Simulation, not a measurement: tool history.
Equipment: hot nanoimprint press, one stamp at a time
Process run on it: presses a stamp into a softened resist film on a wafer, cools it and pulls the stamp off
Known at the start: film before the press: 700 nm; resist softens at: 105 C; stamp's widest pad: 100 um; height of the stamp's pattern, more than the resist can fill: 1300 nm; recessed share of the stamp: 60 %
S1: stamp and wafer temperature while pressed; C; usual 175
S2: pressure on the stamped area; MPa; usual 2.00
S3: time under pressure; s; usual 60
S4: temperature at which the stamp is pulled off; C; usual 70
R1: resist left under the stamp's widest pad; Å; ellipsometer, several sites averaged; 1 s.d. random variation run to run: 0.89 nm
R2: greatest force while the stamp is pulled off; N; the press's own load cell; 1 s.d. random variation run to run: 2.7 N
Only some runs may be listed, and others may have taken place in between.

Run 1, hour 0.0: usual settings. Result: R1 2570 Å, R2 203 N.
Run 2, hour 23.8: usual settings but S3 79 s. Result: R1 2307 Å, R2 205 N.
Run 3, hour 39.7: usual settings but S1 173 C, S3 79 s. Result: R1 2534 Å, R2 204 N.
Run 4, hour 61.7: usual settings but S1 173 C, S3 79 s. Result: R1 2520 Å, R2 204 N.
Run 5, hour 82.8: usual settings but S1 173 C, S3 79 s. Result: R1 2524 Å, R2 211 N.
Run 6, hour 101.2: usual settings but S4 75 C. Result: R1 2557 Å, R2 200 N.
Run 7, hour 117.2: usual settings but S4 75 C. Result: R1 2564 Å, R2 196 N.
Run 8, hour 134.3: usual settings but S3 32 s, S4 75 C. Result: R1 3217 Å, R2 197 N.
Run 9, hour 149.1: usual settings but S3 32 s, S4 75 C. Result: R1 3242 Å, R2 195 N.
Run 10, hour 161.7: usual settings but S2 2.70 MPa. Result: R1 2191 Å, R2 200 N.
Run 11, hour 175.1: usual settings but S2 2.70 MPa. Result: R1 2189 Å, R2 208 N.
Run 12, hour 196.6: usual settings but S2 2.06 MPa. Result: R1 2512 Å, R2 206 N.
Run 13, hour 213.4: usual settings but S2 2.06 MPa. Result: R1 2515 Å, R2 205 N.
Run 14, hour 231.4: usual settings but S2 2.06 MPa. Result: R1 2532 Å, R2 208 N.
Run 15, hour 243.2: usual settings. Result: R1 2559 Å, R2 206 N.
Run 16, hour 254.1: usual settings but S1 170 C, S2 1.98 MPa, S3 85 s. Result: R1 2842 Å, R2 206 N.
Run 17, hour 270.5: usual settings but S1 170 C, S2 1.98 MPa, S3 85 s. Result: R1 2830 Å, R2 199 N.
Run 18, hour 290.2: usual settings but S1 170 C, S2 1.98 MPa, S3 101 s, S4 72 C. Result: R1 2663 Å, R2 199 N.
Run 19, hour 311.4: usual settings but S1 170 C, S2 1.98 MPa, S3 101 s, S4 72 C. Result: R1 2649 Å, R2 200 N.
Run 20, hour 323.0: usual settings but S1 170 C, S2 1.98 MPa, S3 101 s, S4 72 C. Result: R1 2661 Å, R2 201 N.
Run 21, hour 332.8: usual settings but S1 186 C, S2 2.84 MPa, S4 66 C. Result: R1 1333 Å, R2 211 N.
Run 22, hour 346.4: usual settings but S1 186 C, S2 2.84 MPa, S4 66 C. Result: R1 1332 Å, R2 217 N.
Run 23, hour 368.4: usual settings but S1 186 C, S2 2.84 MPa, S4 66 C. Result: R1 1335 Å, R2 209 N.
Run 24, hour 390.6: usual settings but S1 167 C. Result: R1 3628 Å, R2 203 N.
Run 25, hour 405.9: usual settings but S1 167 C. Result: R1 3641 Å, R2 200 N.
Run 26, hour 423.8: usual settings but S1 167 C. Result: R1 3667 Å, R2 204 N.
Run 27, hour 445.2: usual settings but S1 167 C. Result: R1 3656 Å, R2 211 N.
Run 28, hour 460.5: usual settings but S2 1.49 MPa. Result: R1 2988 Å, R2 208 N.
Run 29, hour 482.7: usual settings but S2 1.49 MPa, S3 106 s, S4 74 C. Result: R1 2408 Å, R2 195 N.

Taken out of this log: 2 entries between the listed runs. Where each belongs, and how the hidden state differs across it:
Runs 1 to 2: plate thermocouple calibrated (hour 4.8)
  true temperature over the reading, C: -0.01 -> 0
Runs 7 to 8: stamp cleaned and given a new release coat (hour 131.1)
  grip of the stamp's worn release coat, % over a new coat's: 0.3 -> 0
